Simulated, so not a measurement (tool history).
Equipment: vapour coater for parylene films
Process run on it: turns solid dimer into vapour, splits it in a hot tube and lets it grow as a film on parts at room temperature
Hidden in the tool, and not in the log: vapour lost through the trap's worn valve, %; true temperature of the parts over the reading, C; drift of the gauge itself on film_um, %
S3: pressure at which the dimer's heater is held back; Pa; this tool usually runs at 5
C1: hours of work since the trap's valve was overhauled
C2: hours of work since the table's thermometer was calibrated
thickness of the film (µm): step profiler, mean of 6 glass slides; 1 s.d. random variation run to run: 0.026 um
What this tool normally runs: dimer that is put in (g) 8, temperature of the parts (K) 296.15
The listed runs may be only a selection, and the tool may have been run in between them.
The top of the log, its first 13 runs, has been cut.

Run 14, hour 508.3: usual settings but temperature of the parts (K) 297.15; C1 279; C2 29. Result: thickness of the film (µm) 1.8.
Run 15, hour 557.9: usual settings but temperature of the parts (K) 297.15; C1 305; C2 54. Result: thickness of the film (µm) 1.77.
Run 16, hour 593.1: usual settings but dimer that is put in (g) 12, temperature of the parts (K) 297.15; C1 323; C2 73. Result: thickness of the film (µm) 2.67.
At hour 608: table's thermometer calibrated, once more.
Run 17, hour 628.2: usual settings; C1 341; C2 10. Result: thickness of the film (µm) 1.74.
Run 18, hour 660.9: usual settings but dimer that is put in (g) 10, S3 6.61 Pa; C1 357; C2 27. Result: thickness of the film (µm) 2.07.
Run 19, hour 719: usual settings but dimer that is put in (g) 4, temperature of the parts (K) 306.15, S3 3.34 Pa; C1 387; C2 57. Result: thickness of the film (µm) 0.78.
At hour 727.5: trap's valve overhauled.
Run 20, hour 749: usual settings but dimer that is put in (g) 6, temperature of the parts (K) 306.15, S3 3.34 Pa; C1 11; C2 71. Result: thickness of the film (µm) 1.36.
Run 21, hour 809.6: usual settings but dimer that is put in (g) 7, temperature of the parts (K) 295.15, S3 2.88 Pa; C1 42; C2 102. Result: thickness of the film (µm) 2.01.
Run 22, hour 845.9: usual settings but dimer that is put in (g) 7, temperature of the parts (K) 295.15, S3 2.88 Pa; C1 61; C2 120. Result: thickness of the film (µm) 2.01.
Run 23, hour 897: usual settings but temperature of the parts (K) 294.15, S3 3.33 Pa; C1 87; C2 147. Result: thickness of the film (µm) 2.21.
Run 24, hour 925.9: usual settings but S3 4.83 Pa; C1 102; C2 162. Result: thickness of the film (µm) 1.98.
Run 25, hour 953.4: usual settings but S3 4.83 Pa; C1 116; C2 176. Result: thickness of the film (µm) 1.98.
Run 26, hour 983.2: usual settings but temperature of the parts (K) 302.15, S3 4.75 Pa; C1 132; C2 191. Result: thickness of the film (µm) 1.68.
Run 27, hour 1022.2: usual settings but dimer that is put in (g) 3, S3 5.52 Pa; C1 152; C2 211. Result: thickness of the film (µm) 0.68.
Run 28, hour 1071.9: usual settings but dimer that is put in (g) 3, S3 5.52 Pa; C1 177; C2 237. Result: thickness of the film (µm) 0.69.
Run 29, hour 1124.2: usual settings but dimer that is put in (g) 7, temperature of the parts (K) 299.15, S3 10.91 Pa; C1 204; C2 264. Result: thickness of the film (µm) 1.23.
Run 30, hour 1180.7: usual settings but dimer that is put in (g) 7, temperature of the parts (K) 299.15, S3 10.91 Pa; C1 233; C2 293. Result: thickness of the film (µm) 1.26.
Run 31, hour 1205.6: usual settings but dimer that is put in (g) 7, temperature of the parts (K) 299.15, S3 10.91 Pa; C1 246; C2 306. Result: thickness of the film (µm) 1.23.
Run 32, hour 1260: usual settings but dimer that is put in (g) 7, temperature of the parts (K) 297.15, S3 2.24 Pa; C1 274; C2 334. Result: thickness of the film (µm) 1.93.
Run 33, hour 1305.9: usual settings but dimer that is put in (g) 7, temperature of the parts (K) 297.15, S3 2.24 Pa; C1 298; C2 357. Result: thickness of the film (µm) 1.9.
Run 34, hour 1356.3: usual settings but temperature of the parts (K) 291.15; C1 324; C2 383. Result: thickness of the film (µm) 1.97.

Alternative continuations, all from the tool just after run 34; predict every row:
Run A, hour 1400.6: usual settings but temperature of the parts (K) 302.15, S3 7.9 Pa; C1 347; C2 406. Result: thickness of the film (µm) ?.
Run B, hour 1400.6: usual settings but temperature of the parts (K) 288.15, S3 6.8 Pa; C1 347; C2 406. Result: thickness of the film (µm) ?.
Run C, hour 1400.6: usual settings but dimer that is put in (g) 10, temperature of the parts (K) 299.15, S3 2.25 Pa; C1 347; C2 406. Result: thickness of the film (µm) ?.
Run D, hour 1400.6: usual settings but dimer that is put in (g) 14, temperature of the parts (K) 300.15; C1 347; C2 406. Result: thickness of the film (µm) ?.
Run E, hour 1400.6: usual settings but dimer that is put in (g) 10, temperature of the parts (K) 300.15, S3 8.53 Pa; C1 347; C2 406. Result: thickness of the film (µm) ?.

run  thickness of the film (µm)
  A                        1.37
  B                        1.99
  C                        2.54
  D                        2.85
  E                        1.78
Had the tool no hidden state, the same runs would have come out as:
run  thickness of the film (µm)
  A                        1.56
  B                        2.26
  C                        2.89
  D                        3.24
  E                        2.03

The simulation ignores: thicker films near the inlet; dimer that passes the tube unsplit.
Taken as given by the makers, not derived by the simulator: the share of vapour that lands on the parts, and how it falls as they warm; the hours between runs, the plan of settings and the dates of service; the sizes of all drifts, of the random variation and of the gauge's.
